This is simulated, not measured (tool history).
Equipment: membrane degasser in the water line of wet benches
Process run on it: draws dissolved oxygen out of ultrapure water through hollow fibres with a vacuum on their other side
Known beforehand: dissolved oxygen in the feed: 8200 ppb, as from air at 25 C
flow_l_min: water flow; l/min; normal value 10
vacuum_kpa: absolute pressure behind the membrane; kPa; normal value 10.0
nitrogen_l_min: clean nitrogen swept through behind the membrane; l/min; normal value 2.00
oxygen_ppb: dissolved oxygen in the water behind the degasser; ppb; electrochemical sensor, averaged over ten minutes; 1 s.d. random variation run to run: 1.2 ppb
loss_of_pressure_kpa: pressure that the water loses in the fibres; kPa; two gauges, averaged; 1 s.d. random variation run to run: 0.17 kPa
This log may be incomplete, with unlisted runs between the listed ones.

run   hour  flow_l_min  vacuum_kpa  nitrogen_l_min  oxygen_ppb  loss_of_pressure_kpa
  1    0.0          10        10.0            2.00       122.9                 28.01
  2   47.2          10        10.0            2.00       120.6                 28.02
  3   76.7          10        10.0            2.00       120.3                 27.99
  4  132.5          10        10.0            2.00       120.3                 27.63
  5  158.6          10        10.0            2.00       119.2                 28.49
  6  196.5          10        14.4            2.00       172.0                 28.08
  7  230.3          11        10.0            2.00       138.8                 31.04
  8  256.3          11        10.0            2.00       138.8                 30.76
  9  307.8          11        10.0            2.00       138.2                 30.83

Expected results for the next run?
 10  366.0           6        10.0            2.79           ?                     ?

For run 10 the tool returned oxygen_ppb 44.7 ppb, loss_of_pressure_kpa 16.74 kPa.
If the tool had no hidden condition, the same run with the same run-to-run variation would have returned oxygen_ppb 44.6 ppb, loss_of_pressure_kpa 16.74 kPa.

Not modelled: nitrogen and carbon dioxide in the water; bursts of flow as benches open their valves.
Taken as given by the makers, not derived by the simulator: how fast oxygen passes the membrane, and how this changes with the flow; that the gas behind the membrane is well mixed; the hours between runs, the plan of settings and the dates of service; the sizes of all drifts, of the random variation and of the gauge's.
